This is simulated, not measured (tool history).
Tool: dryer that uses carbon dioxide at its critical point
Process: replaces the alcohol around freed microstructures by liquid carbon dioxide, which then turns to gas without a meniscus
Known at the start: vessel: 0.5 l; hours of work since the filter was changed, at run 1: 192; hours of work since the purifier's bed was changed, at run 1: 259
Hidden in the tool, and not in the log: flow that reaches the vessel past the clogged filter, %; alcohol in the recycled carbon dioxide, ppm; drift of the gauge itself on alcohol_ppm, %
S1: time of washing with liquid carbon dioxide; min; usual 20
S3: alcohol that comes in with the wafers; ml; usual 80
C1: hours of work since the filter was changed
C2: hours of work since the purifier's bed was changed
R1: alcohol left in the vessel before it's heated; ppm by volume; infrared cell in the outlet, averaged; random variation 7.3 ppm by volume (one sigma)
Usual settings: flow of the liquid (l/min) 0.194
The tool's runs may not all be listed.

Run 1, day 0: usual settings; C1 192; C2 259. Result: R1 588 ppm by volume.
Run 2, day 0.346: usual settings; C1 197; C2 263. Result: R1 625 ppm by volume.
Run 3, day 1.025: usual settings but flow of the liquid (l/min) 0.176; C1 206; C2 272. Result: R1 1033 ppm by volume.
Run 4, day 1.458: usual settings but flow of the liquid (l/min) 0.176; C1 211; C2 278. Result: R1 1052 ppm by volume.
Run 5, day 2: usual settings but flow of the liquid (l/min) 0.176; C1 219; C2 285. Result: R1 1044 ppm by volume.
Run 6, day 2.471: usual settings but flow of the liquid (l/min) 0.176; C1 225; C2 291. Result: R1 1045 ppm by volume.
Run 7, day 3.112: usual settings but flow of the liquid (l/min) 0.176; C1 233; C2 300. Result: R1 1117 ppm by volume.
Run 8, day 3.538: usual settings; C1 239; C2 305. Result: R1 683 ppm by volume.
Run 9, day 3.9: usual settings; C1 244; C2 310. Result: R1 675 ppm by volume.
Run 10, day 4.3: usual settings; C1 249; C2 315. Result: R1 679 ppm by volume.
Run 11, day 5.058: usual settings; C1 259; C2 325. Result: R1 730 ppm by volume.
Run 12, day 5.421: usual settings; C1 264; C2 330. Result: R1 725 ppm by volume.
Run 13, day 6.2: usual settings but S3 48 ml; C1 274; C2 340. Result: R1 471 ppm by volume.
Run 14, day 6.854: usual settings but S3 48 ml; C1 282; C2 349. Result: R1 468 ppm by volume.
Run 15, day 7.608: usual settings but S3 48 ml; C1 292; C2 359. Result: R1 488 ppm by volume.
Run 16, day 8.371: usual settings but flow of the liquid (l/min) 0.311; C1 302; C2 369. Result: R1 76 ppm by volume.
Run 17, day 8.975: usual settings; C1 310; C2 377. Result: R1 804 ppm by volume.
Run 18, day 9.733: usual settings; C1 320; C2 387. Result: R1 823 ppm by volume.
At day 10.108: inlet filter changed.
Run 19, day 10.392: usual settings; C1 4; C2 395. Result: R1 411 ppm by volume.
Run 20, day 10.829: usual settings but flow of the liquid (l/min) 0.187, S3 43 ml; C1 9; C2 401. Result: R1 299 ppm by volume.
Run 21, day 11.488: usual settings but S1 22 min, flow of the liquid (l/min) 0.207, S3 20 ml; C1 18; C2 409. Result: R1 92 ppm by volume.
Run 22, day 12.121: usual settings but S1 19 min, flow of the liquid (l/min) 0.207, S3 20 ml; C1 26; C2 417. Result: R1 146 ppm by volume.
Run 23, day 12.721: usual settings but S1 19 min, flow of the liquid (l/min) 0.207, S3 20 ml; C1 34; C2 425. Result: R1 153 ppm by volume.
Run 24, day 13.438: usual settings but S1 19 min, flow of the liquid (l/min) 0.207, S3 22 ml; C1 44; C2 435. Result: R1 157 ppm by volume.
Run 25, day 14.117: usual settings but flow of the liquid (l/min) 0.151, S3 73 ml; C1 53; C2 444. Result: R1 1526 ppm by volume.
Run 26, day 14.862: usual settings but S1 26 min, flow of the liquid (l/min) 0.116, S3 49 ml; C1 62; C2 453. Result: R1 1113 ppm by volume.
Run 27, day 15.471: usual settings but S1 17 min, flow of the liquid (l/min) 0.192, S3 41 ml; C1 70; C2 461. Result: R1 623 ppm by volume.
Run 28, day 15.908: usual settings but S1 27 min, flow of the liquid (l/min) 0.141, S3 64 ml; C1 76; C2 467. Result: R1 464 ppm by volume.
Run 29, day 16.312: usual settings but flow of the liquid (l/min) 0.235, S3 83 ml; C1 81; C2 473. Result: R1 196 ppm by volume.
Run 30, day 17: usual settings but flow of the liquid (l/min) 0.235, S3 83 ml; C1 90; C2 482. Result: R1 205 ppm by volume.
Run 31, day 17.488: usual settings but S1 13 min, flow of the liquid (l/min) 0.235, S3 83 ml; C1 97; C2 488. Result: R1 1644 ppm by volume.
Run 32, day 17.996: usual settings but S1 15 min, S3 40 ml; C1 104; C2 495. Result: R1 1065 ppm by volume.
Run 33, day 18.646: usual settings but S1 15 min, S3 40 ml; C1 112; C2 503. Result: R1 1080 ppm by volume.
Run 34, day 19.138: usual settings but S1 15 min, S3 71 ml; C1 119; C2 510. Result: R1 1850 ppm by volume.
Run 35, day 19.75: usual settings but S1 21 min, flow of the liquid (l/min) 0.173, S3 30 ml; C1 127; C2 518. Result: R1 341 ppm by volume.
Run 36, day 20.212: usual settings but S1 31 min, flow of the liquid (l/min) 0.186, S3 86 ml; C1 133; C2 524. Result: R1 108 ppm by volume.
Run 37, day 20.588: usual settings but S1 25 min, flow of the liquid (l/min) 0.131, S3 48 ml; C1 138; C2 529. Result: R1 836 ppm by volume.
Run 38, day 21.346: usual settings but S1 26 min, flow of the liquid (l/min) 0.259, S3 47 ml; C1 148; C2 539. Result: R1 78 ppm by volume.

The same runs without the tool's hidden state, with the same run-to-run variation:
run    R1
  1   346
  2   362
  3   629
  4   632
  5   615
  6   608
  7   639
  8   356
  9   344
 10   345
 11   367
 12   356
 13   214
 14   210
 15   214
 16     8
 17   354
 18   353
 19   348
 20   234
 21    34
 22    81
 23    85
 24    85
 25  1312
 26   924
 27   478
 28   330
 29   103
 30   106
 31  1290
 32   814
 33   811
 34  1415
 35   198
 36    23
 37   567
 38     0
